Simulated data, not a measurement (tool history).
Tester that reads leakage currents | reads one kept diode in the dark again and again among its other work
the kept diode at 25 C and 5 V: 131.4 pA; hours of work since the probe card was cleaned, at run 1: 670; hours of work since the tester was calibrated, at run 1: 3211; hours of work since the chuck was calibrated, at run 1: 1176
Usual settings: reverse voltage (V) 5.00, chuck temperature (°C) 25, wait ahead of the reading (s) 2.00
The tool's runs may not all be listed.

run     day  reverse voltage (V)  chuck temperature (°C)  wait ahead of the reading (s)  hours of work since the probe card was cleaned  hours of work since the tester was calibrated  hours of work since the chuck was calibrated  current that the tester gives (pA)
  1   0.000                 5.00                      25                           2.00                                             670                                           3211                                          1176                              124.00
  2   4.304                 5.00                      25                           2.00                                             736                                           3277                                          1241                              123.66
  3   8.246                 5.00                      39                           2.00                                             796                                           3337                                          1302                              373.45
  4  11.912                 5.00                      39                           2.00                                             852                                           3394                                          1358                              372.34
  5  14.883                 5.00                      39                           2.00                                             898                                           3439                                          1403                              373.73
  6  17.546                 5.00                      39                           2.00                                             938                                           3480                                          1444                              371.72
  7  22.271                 5.00                      39                           2.00                                            1011                                           3552                                          1516                              369.98
  8  27.425                 5.00                      25                           0.33                                            1090                                           3631                                          1595                              124.46
  9  30.021                 5.00                      25                           0.33                                            1129                                           3671                                          1635                              124.50
     30.471  -- tester calibrated
 10  35.088                10.22                      49                           3.30                                            1206                                             71                                          1711                             1078.57
 11  38.962                10.22                      49                           3.30                                            1265                                            130                                          1770                             1069.72
     39.783  -- tester calibrated, once more
 12  42.129                 6.61                      36                           6.95                                            1312                                             36                                          1818                              340.32
 13  46.550                 6.61                      39                           0.91                                            1380                                            104                                          1885                              424.97
 14  51.538                14.95                      25                           2.14                                            1456                                            180                                          1962                              213.53
 15  55.967                 1.76                      30                           4.40                                            1524                                            248                                          2029                              111.31
 16  59.688                 7.53                      29                           1.23                                            1581                                            305                                          2086                              208.21
 17  62.529                 5.00                      25                           2.25                                            1624                                            348                                          2130                              123.53

Hidden state or all else? Some run-to-run changes of current that the tester gives (pA), split into what the settings, what came in and random variation would give without the hidden state, and what is left for the hidden state (with any gauge scatter that isn't in both results):
The hidden state here: stray current of the dirty probe card, pA a volt; current scale over the true one, %; true chuck temperature over the reading, C; drift of the gauge itself on leakage_pa, %.
Run 9 -> 10: reverse voltage (V) 5.00 -> 10.22, chuck temperature (°C) 25 -> 49, wait ahead of the reading (s) 0.33 -> 3.30, tester calibrated. current that the tester gives (pA) +954.07: hidden state -100.75, all else +1054.82.

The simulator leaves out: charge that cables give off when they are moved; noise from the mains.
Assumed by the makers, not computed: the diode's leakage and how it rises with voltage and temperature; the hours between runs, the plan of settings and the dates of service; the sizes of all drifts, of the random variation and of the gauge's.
